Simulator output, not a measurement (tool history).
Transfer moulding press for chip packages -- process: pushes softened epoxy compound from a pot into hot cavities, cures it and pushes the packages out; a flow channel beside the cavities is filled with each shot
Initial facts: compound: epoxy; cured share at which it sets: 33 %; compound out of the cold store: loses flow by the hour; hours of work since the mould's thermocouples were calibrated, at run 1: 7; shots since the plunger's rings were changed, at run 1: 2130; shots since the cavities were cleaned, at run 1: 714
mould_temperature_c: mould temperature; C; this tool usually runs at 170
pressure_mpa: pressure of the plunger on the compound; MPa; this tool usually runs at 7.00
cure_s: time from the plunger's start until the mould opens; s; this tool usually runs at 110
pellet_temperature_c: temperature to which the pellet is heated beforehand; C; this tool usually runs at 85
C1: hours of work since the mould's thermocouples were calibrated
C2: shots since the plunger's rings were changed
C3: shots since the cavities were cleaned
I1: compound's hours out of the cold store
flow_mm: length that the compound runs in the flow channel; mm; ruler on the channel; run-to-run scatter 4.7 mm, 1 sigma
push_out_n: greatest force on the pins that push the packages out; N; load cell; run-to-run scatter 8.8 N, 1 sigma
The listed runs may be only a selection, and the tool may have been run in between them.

run 1 day=0.000 | mould_temperature_c=170 pressure_mpa=7.00 cure_s=110 pellet_temperature_c=85 | C1=7 C2=2130 C3=714 | I1=45.8 | flow_mm=553 push_out_n=497
-- day=0.525 cavities cleaned with cleaning compound and waxed
run 2 day=0.875 | mould_temperature_c=170 pressure_mpa=7.00 cure_s=110 pellet_temperature_c=85 | C1=18 C2=2307 C3=76 | I1=19.2 | flow_mm=646 push_out_n=403
run 3 day=1.629 | mould_temperature_c=170 pressure_mpa=7.00 cure_s=110 pellet_temperature_c=85 | C1=28 C2=2471 C3=240 | I1=24.8 | flow_mm=621 push_out_n=429
run 4 day=2.767 | mould_temperature_c=170 pressure_mpa=7.00 cure_s=110 pellet_temperature_c=85 | C1=44 C2=2718 C3=487 | I1=21.9 | flow_mm=627 push_out_n=488
run 5 day=3.429 | mould_temperature_c=170 pressure_mpa=7.00 cure_s=110 pellet_temperature_c=85 | C1=53 C2=2863 C3=632 | I1=35.3 | flow_mm=580 push_out_n=481
run 6 day=3.933 | mould_temperature_c=170 pressure_mpa=7.00 cure_s=110 pellet_temperature_c=85 | C1=60 C2=2973 C3=742 | I1=30.7 | flow_mm=594 push_out_n=502
-- day=4.333 cavities cleaned with cleaning compound and waxed
run 7 day=4.900 | mould_temperature_c=170 pressure_mpa=7.00 cure_s=110 pellet_temperature_c=85 | C1=72 C2=3169 C3=123 | I1=35.5 | flow_mm=579 push_out_n=405
run 8 day=5.779 | mould_temperature_c=170 pressure_mpa=7.00 cure_s=110 pellet_temperature_c=85 | C1=84 C2=3361 C3=315 | I1=47.4 | flow_mm=531 push_out_n=450
run 9 day=6.467 | mould_temperature_c=170 pressure_mpa=7.00 cure_s=110 pellet_temperature_c=85 | C1=94 C2=3510 C3=464 | I1=36.5 | flow_mm=580 push_out_n=455
run 10 day=7.000 | mould_temperature_c=170 pressure_mpa=7.00 cure_s=110 pellet_temperature_c=85 | C1=101 C2=3626 C3=580 | I1=13.1 | flow_mm=662 push_out_n=502
-- day=8.117 cavities cleaned with cleaning compound and waxed
run 11 day=8.117 | mould_temperature_c=170 pressure_mpa=7.00 cure_s=110 pellet_temperature_c=85 | C1=116 C2=3856 C3=0 | I1=37.1 | flow_mm=568 push_out_n=378
run 12 day=8.946 | mould_temperature_c=168 pressure_mpa=7.00 cure_s=110 pellet_temperature_c=85 | C1=127 C2=4037 C3=181 | I1=40.3 | flow_mm=558 push_out_n=464
run 13 day=9.567 | mould_temperature_c=170 pressure_mpa=7.00 cure_s=110 pellet_temperature_c=85 | C1=135 C2=4173 C3=317 | I1=42.3 | flow_mm=550 push_out_n=431
run 14 day=10.596 | mould_temperature_c=170 pressure_mpa=7.00 cure_s=110 pellet_temperature_c=89 | C1=150 C2=4396 C3=540 | I1=18.5 | flow_mm=643 push_out_n=484
run 15 day=11.250 | mould_temperature_c=170 pressure_mpa=7.00 cure_s=110 pellet_temperature_c=82 | C1=159 C2=4539 C3=683 | I1=41.4 | flow_mm=558 push_out_n=493
-- day=11.925 cavities cleaned with cleaning compound and waxed
run 16 day=11.933 | mould_temperature_c=170 pressure_mpa=7.00 cure_s=110 pellet_temperature_c=82 | C1=167 C2=4674 C3=2 | I1=10.0 | flow_mm=674 push_out_n=413
run 17 day=13.150 | mould_temperature_c=167 pressure_mpa=7.79 cure_s=110 pellet_temperature_c=85 | C1=184 C2=4938 C3=266 | I1=8.9 | flow_mm=731 push_out_n=566
run 18 day=14.292 | mould_temperature_c=167 pressure_mpa=7.79 cure_s=110 pellet_temperature_c=85 | C1=199 C2=5187 C3=515 | I1=14.4 | flow_mm=687 push_out_n=581
run 19 day=15.308 | mould_temperature_c=174 pressure_mpa=6.46 cure_s=90 pellet_temperature_c=85 | C1=213 C2=5409 C3=737 | I1=30.1 | flow_mm=554 push_out_n=562
-- day=15.792 cavities cleaned with cleaning compound and waxed
run 20 day=16.338 | mould_temperature_c=173 pressure_mpa=6.69 cure_s=110 pellet_temperature_c=75 | C1=227 C2=5620 C3=119 | I1=16.0 | flow_mm=621 push_out_n=387
run 21 day=17.417 | mould_temperature_c=173 pressure_mpa=5.49 cure_s=104 pellet_temperature_c=82 | C1=241 C2=5855 C3=354 | I1=46.6 | flow_mm=453 push_out_n=416
-- day=17.821 plunger's sealing rings changed
run 22 day=18.125 | mould_temperature_c=173 pressure_mpa=5.49 cure_s=104 pellet_temperature_c=82 | C1=250 C2=66 C3=485 | I1=17.8 | flow_mm=583 push_out_n=474
run 23 day=18.846 | mould_temperature_c=170 pressure_mpa=7.00 cure_s=92 pellet_temperature_c=79 | C1=260 C2=223 C3=642 | I1=37.8 | flow_mm=586 push_out_n=662
-- day=19.725 cavities cleaned with cleaning compound and waxed
run 24 day=19.871 | mould_temperature_c=163 pressure_mpa=7.00 cure_s=112 pellet_temperature_c=93 | C1=273 C2=432 C3=31 | I1=30.9 | flow_mm=625 push_out_n=592

Run 25, settings as shown, results not yet in. Your forecast:
run 25 day=20.725 | mould_temperature_c=163 pressure_mpa=7.00 cure_s=112 pellet_temperature_c=93 | C1=285 C2=619 C3=218 | I1=13.2 | flow_mm=? push_out_n=?

{"run 25": {"flow_mm": 703, "push_out_n": 686}}
With the hidden condition absent and the run-to-run variation left alone, this run would have shown flow_mm 705 mm, push_out_n 584 N.

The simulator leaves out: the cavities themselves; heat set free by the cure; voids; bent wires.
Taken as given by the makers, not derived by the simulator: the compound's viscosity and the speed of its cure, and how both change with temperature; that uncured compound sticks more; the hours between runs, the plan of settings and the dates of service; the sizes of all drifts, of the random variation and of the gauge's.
